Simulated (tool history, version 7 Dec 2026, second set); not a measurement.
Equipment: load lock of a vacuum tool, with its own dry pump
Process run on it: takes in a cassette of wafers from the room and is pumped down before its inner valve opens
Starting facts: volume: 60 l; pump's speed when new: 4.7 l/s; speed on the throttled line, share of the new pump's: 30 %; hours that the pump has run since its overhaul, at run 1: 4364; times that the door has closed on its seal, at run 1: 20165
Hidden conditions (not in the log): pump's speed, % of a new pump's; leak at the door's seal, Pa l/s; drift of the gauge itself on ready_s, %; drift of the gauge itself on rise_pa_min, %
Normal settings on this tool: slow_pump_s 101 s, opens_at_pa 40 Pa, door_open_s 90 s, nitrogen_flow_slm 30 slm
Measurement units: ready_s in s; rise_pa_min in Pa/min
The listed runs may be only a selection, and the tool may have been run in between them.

| run | hour | slow_pump_s | opens_at_pa | door_open_s | nitrogen_flow_slm | hours that the pump has run since its overhaul | times that the door has closed on its seal | incoming humidity of the room's air, % | ready_s | rise_pa_min |
|---|---|---|---|---|---|---|---|---|---|---|
| 1 | 0 | 101 | 40 | 90 | 30 | 4364 | 20165 | 45.3 | 174.3 | 0.24 |
| 2 | 99.9 | 101 | 40 | 90 | 30 | 4464 | 20580 | 45.4 | 174 | 0.252 |
| 3 | 241.8 | 101 | 40 | 90 | 30 | 4606 | 21170 | 42.6 | 175.1 | 0.255 |
| 4 | 390 | 101 | 46 | 90 | 30 | 4754 | 21786 | 49.5 | 170.8 | 0.268 |
| 5 | 476.3 | 101 | 46 | 90 | 30 | 4840 | 22144 | 46.5 | 171.8 | 0.282 |
| 6 | 607.1 | 101 | 46 | 90 | 30 | 4971 | 22688 | 45.4 | 172.9 | 0.283 |
| 7 | 748.4 | 63 | 40 | 90 | 30 | 5112 | 23275 | 46.8 | 147.3 | 0.29 |
| 8 | 849.2 | 63 | 40 | 28 | 30 | 5213 | 23694 | 44.4 | 148.8 | 0.289 |
| 9 | 978 | 63 | 40 | 28 | 30 | 5342 | 24230 | 47.9 | 148.4 | 0.293 |
| 10 | 1061.2 | 101 | 40 | 90 | 30 | 5425 | 24575 | 45.2 | 174.9 | 0.311 |
| 11 | 1187.8 | 101 | 40 | 90 | 30 | 5552 | 25102 | 43.9 | 175.1 | 0.331 |
| 12 | 1295.7 | 101 | 40 | 90 | 30 | 5659 | 25550 | 45 | 175.1 | 0.335 |
| 13 | 1410.8 | 101 | 40 | 90 | 30 | 5775 | 26029 | 44.1 | 173.2 | 0.346 |
| 14 | 1488.5 | 101 | 40 | 68 | 30 | 5852 | 26352 | 43.3 | 176.1 | 0.345 |
| 15 | 1590.1 | 101 | 40 | 68 | 30 | 5954 | 26774 | 43.2 | 173.4 | 0.353 |
| 16 | 1678.4 | 101 | 61 | 70 | 30 | 6042 | 27141 | 48.2 | 168.1 | 0.365 |
| 17 | 1815.5 | 179 | 30 | 70 | 12 | 6179 | 27711 | 42.3 | 235.5 | 0.386 |
| 18 | 1898.6 | 51 | 47 | 46 | 23 | 6262 | 28056 | 42.7 | 138.3 | 0.373 |
| 19 | 2038.9 | 51 | 47 | 46 | 5 | 6403 | 28639 | 42.7 | 138.8 | 0.407 |
| 20 | 2137 | 72 | 47 | 46 | 5 | 6501 | 29047 | 45 | 152.5 | 0.409 |
| 21 | 2267.1 | 72 | 47 | 46 | 5 | 6631 | 29588 | 43.8 | 153.4 | 0.413 |
| 22 | 2417.6 | 140 | 47 | 46 | 9 | 6781 | 30213 | 47.2 | 200.5 | 0.433 |
| 23 | 2571.3 | 101 | 59 | 39 | 30 | 6935 | 30852 | 43.2 | 170.1 | 0.427 |
|  | 2584.3 | door's seal changed, seat wiped |
| 24 | 2732.9 | 88 | 62 | 63 | 5 | 7095 | 618 | 43.1 | 160 | 0.055 |
| 25 | 2864.5 | 88 | 62 | 63 | 5 | 7227 | 1165 | 45.9 | 159.9 | 0.053 |
| 26 | 2965 | 60 | 73 | 71 | 16 | 7327 | 1583 | 44.1 | 139.6 | 0.055 |
| 27 | 3077.4 | 73 | 37 | 90 | 30 | 7440 | 2050 | 49.4 | 158.1 | 0.048 |
| 28 | 3148.8 | 101 | 40 | 88 | 9 | 7511 | 2346 | 45.8 | 175.7 | 0.07 |
| 29 | 3241.9 | 159 | 78 | 108 | 21 | 7604 | 2733 | 47.2 | 205.5 | 0.06 |

For each entry between runs, how does the tool's hidden state at the last listed run before it compare with that at the first listed run after it?
Logged between run 23 and run 24: door's seal changed, seat wiped (hour 2584.3)
  pump's speed, % of a new pump's: 93.7 -> 93.6; leak at the door's seal, Pa l/s: 0.4038 -> 0.0043
  difference, measured minus the result without the unlogged condition, ready_s: +4.6 -> +4.6 s; rise_pa_min: +0.403 -> +0.002 Pa/min

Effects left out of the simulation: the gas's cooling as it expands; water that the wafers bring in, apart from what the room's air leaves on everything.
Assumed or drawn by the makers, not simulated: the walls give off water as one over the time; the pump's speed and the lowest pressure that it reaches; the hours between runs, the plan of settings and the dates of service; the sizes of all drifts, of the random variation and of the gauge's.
